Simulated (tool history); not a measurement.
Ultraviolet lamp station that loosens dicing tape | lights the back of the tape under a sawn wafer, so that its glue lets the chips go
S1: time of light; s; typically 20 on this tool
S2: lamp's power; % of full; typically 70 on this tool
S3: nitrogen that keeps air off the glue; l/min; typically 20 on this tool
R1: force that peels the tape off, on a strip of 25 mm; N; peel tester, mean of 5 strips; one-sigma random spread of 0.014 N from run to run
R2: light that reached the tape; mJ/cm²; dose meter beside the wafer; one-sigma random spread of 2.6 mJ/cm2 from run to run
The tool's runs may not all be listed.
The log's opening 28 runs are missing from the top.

run    hour  S1  S2  S3     R1   R2
 29   856.8  13  66   7  3.619  154
 30   875.5  13  66   7  3.732  156
 31   911.4  15  89  16  1.423  240
 32   934.3  15  98  16  1.189  266
 33   971.2  24  87  16  0.552  369
 34   995.8  14  66  14   2.84  165
 35  1029.4  17  71  20  1.578  212
 36  1061.7  17  71  20  1.612  209
 37  1091.6  20  91  20  0.691  313
 38  1126.8  20  91   6  1.553  313
 39  1150.4  11  70  20   3.26  131
 40  1180.6  11  70  20  3.245  133
 41  1216.2  11  64   6  4.843  121
 42  1255.3  10  70  17  3.799  114
 43  1283.3  24  70  15  1.081  282

Below are 3 alternative next runs, each starting from the tool's condition after run 43. Predict each:
  A  1312.5  18  70  15   ?   ?
  B  1312.5  13  70  33   ?   ?
  C  1312.5  39  72  19   ?   ?

run     R1   R2
  A    1.9  211
  B  2.293  151
  C  0.266  467
The same runs, with their run-to-run variation unchanged, on a tool lacking any hidden condition would have given:
run     R1   R2
  A  1.014  294
  B  1.299  211
  C  0.127  652
